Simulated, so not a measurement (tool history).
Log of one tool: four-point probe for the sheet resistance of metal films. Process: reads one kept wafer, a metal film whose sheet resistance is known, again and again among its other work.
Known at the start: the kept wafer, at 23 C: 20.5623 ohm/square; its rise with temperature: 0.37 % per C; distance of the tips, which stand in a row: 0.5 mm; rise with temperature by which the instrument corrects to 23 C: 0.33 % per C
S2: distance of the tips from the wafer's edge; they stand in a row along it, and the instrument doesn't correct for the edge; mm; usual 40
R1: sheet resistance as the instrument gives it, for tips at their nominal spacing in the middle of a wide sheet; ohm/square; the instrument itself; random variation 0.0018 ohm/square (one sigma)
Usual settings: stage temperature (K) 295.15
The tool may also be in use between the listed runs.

{"run": 1, "hour": 0.0, "stage temperature (K)": 295.15, "S2": 40, "R1": 20.559658}
{"run": 2, "hour": 47.9, "stage temperature (K)": 295.15, "S2": 19, "R1": 20.564948}
{"run": 3, "hour": 147.7, "stage temperature (K)": 295.15, "S2": 19, "R1": 20.567291}
{"run": 4, "hour": 215.1, "stage temperature (K)": 295.15, "S2": 19, "R1": 20.565707}
{"run": 5, "hour": 277.2, "stage temperature (K)": 295.15, "S2": 40, "R1": 20.560119}
{"run": 6, "hour": 350.7, "stage temperature (K)": 305.15, "S2": 40, "R1": 20.632371}
{"run": 7, "hour": 409.0, "stage temperature (K)": 305.15, "S2": 40, "R1": 20.630038}
{"run": 8, "hour": 510.7, "stage temperature (K)": 295.15, "S2": 40, "R1": 20.558996}
{"run": 9, "hour": 618.0, "stage temperature (K)": 295.15, "S2": 40, "R1": 20.560423}
{"run": 10, "hour": 689.8, "stage temperature (K)": 295.15, "S2": 40, "R1": 20.557787}
{"run": 11, "hour": 755.5, "stage temperature (K)": 295.15, "S2": 40, "R1": 20.561225}
{"run": 12, "hour": 807.3, "stage temperature (K)": 295.15, "S2": 40, "R1": 20.557945}
{"run": 13, "hour": 877.8, "stage temperature (K)": 305.15, "S2": 40, "R1": 20.625551}
{"run": 14, "hour": 942.3, "stage temperature (K)": 305.15, "S2": 40, "R1": 20.625831}
{"run": 15, "hour": 1051.2, "stage temperature (K)": 307.15, "S2": 16, "R1": 20.653956}
{"run": 16, "hour": 1140.3, "stage temperature (K)": 303.15, "S2": 6, "R1": 20.689026}
{"run": 17, "hour": 1245.7, "stage temperature (K)": 296.15, "S2": 37, "R1": 20.569229}
{"run": 18, "hour": 1333.0, "stage temperature (K)": 295.15, "S2": 15, "R1": 20.570256}
{"run": 19, "hour": 1430.6, "stage temperature (K)": 297.15, "S2": 19, "R1": 20.577452}
{"run": 20, "hour": 1488.4, "stage temperature (K)": 295.15, "S2": 10, "R1": 20.586258}
{"run": 21, "hour": 1579.9, "stage temperature (K)": 295.15, "S2": 10, "R1": 20.583407}
{"run": 22, "hour": 1637.0, "stage temperature (K)": 302.15, "S2": 30, "R1": 20.609268}
{"run": 23, "hour": 1736.9, "stage temperature (K)": 293.15, "S2": 15, "R1": 20.556809}

Hidden state or all else? Some run-to-run changes of R1, split into what the settings, what came in and random variation would give without the hidden state, and what is left for the hidden state (with any gauge scatter that isn't in both results):
The hidden state here: inner tips' distance over the nominal, %; tips' flats over new ones', %; wafer's true temperature over the reading, C; drift of the gauge itself on sheet_ohm, %.
Run 5 -> 6: stage temperature (K) 295.15 -> 305.15. R1 +0.072252 ohm/square: hidden state +0.000043, all else +0.072209.
Run 12 -> 13: stage temperature (K) 295.15 -> 305.15. R1 +0.067606 ohm/square: hidden state +0.000056, all else +0.06755.
Run 16 -> 17: stage temperature (K) 303.15 -> 296.15, S2 6 -> 37. R1 -0.119797 ohm/square: hidden state -0.000019, all else -0.119778.
Run 21 -> 22: stage temperature (K) 295.15 -> 302.15, S2 10 -> 30. R1 +0.025861 ohm/square: hidden state +0.000054, all else +0.025807.

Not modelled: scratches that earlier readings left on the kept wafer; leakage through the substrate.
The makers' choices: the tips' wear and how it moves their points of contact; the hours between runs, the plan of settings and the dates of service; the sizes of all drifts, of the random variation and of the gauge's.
